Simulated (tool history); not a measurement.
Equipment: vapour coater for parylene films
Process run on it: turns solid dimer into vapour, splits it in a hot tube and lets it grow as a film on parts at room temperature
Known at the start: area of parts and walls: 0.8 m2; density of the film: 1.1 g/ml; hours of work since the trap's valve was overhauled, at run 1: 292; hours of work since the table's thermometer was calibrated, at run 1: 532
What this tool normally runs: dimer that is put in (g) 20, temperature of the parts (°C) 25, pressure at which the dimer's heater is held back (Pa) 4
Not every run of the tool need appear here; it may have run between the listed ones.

run,hour,dimer that is put in (g),temperature of the parts (°C),pressure at which the dimer's heater is held back (Pa),hours of work since the trap's valve was overhauled,hours of work since the table's thermometer was calibrated,thickness of the film (nm)
1,0,20,25,4,292,532,11470
2,58.1,20,25,4,337,577,11430
3,107.9,20,25,4,376,615,11170
4,195.5,20,25,4,443,683,11340
5,246.7,20,25,4,483,723,11200
6,308.4,20,25,4,531,770,11260
# hour 320.7: trap's valve overhauled
7,373.3,26,29,3.86,41,817,12630
8,447.3,26,29,3.86,98,874,12760
9,530.7,15,27,4,162,939,7690
# hour 539.8: trap's valve overhauled, once more
10,585.5,15,27,4,35,978,8160
11,645.6,20,20,4.87,82,1025,12950

Branching from run 11: 3 alternative next runs. What would each branch give?
A,728.4,19,26,2.39,146,1089,?
B,728.4,13,30,2.81,146,1089,?
C,728.4,20,20,11.95,146,1089,?

run,thickness of the film (nm)
A,11870
B,7020
C,10560
The same runs, with their run-to-run variation unchanged, on a tool lacking any hidden condition would have given:
run,thickness of the film (nm)
A,11840
B,7000
C,10530

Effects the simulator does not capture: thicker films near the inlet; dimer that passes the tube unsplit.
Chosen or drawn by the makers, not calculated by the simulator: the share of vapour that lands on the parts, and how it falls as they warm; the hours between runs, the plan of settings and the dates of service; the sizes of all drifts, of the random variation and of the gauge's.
